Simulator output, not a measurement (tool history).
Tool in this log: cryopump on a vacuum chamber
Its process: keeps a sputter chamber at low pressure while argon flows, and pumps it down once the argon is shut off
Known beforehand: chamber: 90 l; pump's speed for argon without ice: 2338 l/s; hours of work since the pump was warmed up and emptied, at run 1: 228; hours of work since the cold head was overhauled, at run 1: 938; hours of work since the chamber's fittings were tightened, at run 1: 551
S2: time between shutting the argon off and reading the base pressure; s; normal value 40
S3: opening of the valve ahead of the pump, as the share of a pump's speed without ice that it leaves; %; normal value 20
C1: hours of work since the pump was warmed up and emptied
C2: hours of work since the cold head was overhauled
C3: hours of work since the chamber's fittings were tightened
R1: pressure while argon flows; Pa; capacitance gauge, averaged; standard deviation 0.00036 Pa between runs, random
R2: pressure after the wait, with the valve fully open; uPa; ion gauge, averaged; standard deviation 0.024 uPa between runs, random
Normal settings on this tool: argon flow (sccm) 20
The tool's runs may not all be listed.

run 1 hour=0.0 | argon_flow_(sccm)=20 S2=40 S3=20 | C1=228 C2=938 C3=551 | R1=0.0741 R2=1.15
run 2 hour=26.2 | argon_flow_(sccm)=20 S2=40 S3=20 | C1=246 C2=956 C3=569 | R1=0.0739 R2=1.16
run 3 hour=73.2 | argon_flow_(sccm)=12 S2=40 S3=20 | C1=278 C2=988 C3=600 | R1=0.0445 R2=1.17
run 4 hour=114.0 | argon_flow_(sccm)=12 S2=40 S3=20 | C1=306 C2=1015 C3=628 | R1=0.0448 R2=1.20
run 5 hour=154.7 | argon_flow_(sccm)=20 S2=40 S3=20 | C1=333 C2=1043 C3=656 | R1=0.0746 R2=1.16
run 6 hour=178.7 | argon_flow_(sccm)=20 S2=40 S3=20 | C1=350 C2=1059 C3=672 | R1=0.0747 R2=1.26
run 7 hour=204.0 | argon_flow_(sccm)=20 S2=40 S3=20 | C1=367 C2=1076 C3=689 | R1=0.0754 R2=1.30
run 8 hour=232.9 | argon_flow_(sccm)=20 S2=40 S3=20 | C1=386 C2=1096 C3=709 | R1=0.0751 R2=1.30
run 9 hour=278.3 | argon_flow_(sccm)=20 S2=40 S3=43 | C1=417 C2=1127 C3=740 | R1=0.0366 R2=1.26
run 10 hour=306.2 | argon_flow_(sccm)=20 S2=40 S3=43 | C1=436 C2=1146 C3=758 | R1=0.0367 R2=1.34
run 11 hour=352.5 | argon_flow_(sccm)=11 S2=22 S3=43 | C1=467 C2=1177 C3=790 | R1=0.0202 R2=1.94
run 12 hour=371.9 | argon_flow_(sccm)=11 S2=22 S3=43 | C1=481 C2=1190 C3=803 | R1=0.0210 R2=1.84
run 13 hour=419.7 | argon_flow_(sccm)=17 S2=112 S3=16 | C1=513 C2=1223 C3=835 | R1=0.0801 R2=0.89
run 14 hour=450.3 | argon_flow_(sccm)=22 S2=22 S3=20 | C1=534 C2=1243 C3=856 | R1=0.0835 R2=2.01
run 15 hour=492.2 | argon_flow_(sccm)=16 S2=130 S3=24 | C1=562 C2=1272 C3=885 | R1=0.0519 R2=0.93
run 16 hour=511.7 | argon_flow_(sccm)=22 S2=40 S3=24 | C1=575 C2=1285 C3=898 | R1=0.0714 R2=1.46
run 17 hour=533.9 | argon_flow_(sccm)=14 S2=40 S3=24 | C1=590 C2=1300 C3=913 | R1=0.0461 R2=1.46

For run 18, what comes out?
run 18 hour=565.9 | argon_flow_(sccm)=11 S2=40 S3=29 | C1=612 C2=1322 C3=934 | R1=? R2=?

Run 18 came out at R1 0.0304 Pa, R2 1.45 uPa.
Take away the tool's hidden state, keep the run-to-run variation as it was, and the same run would have given R1 0.0277 Pa, R2 0.80 uPa.
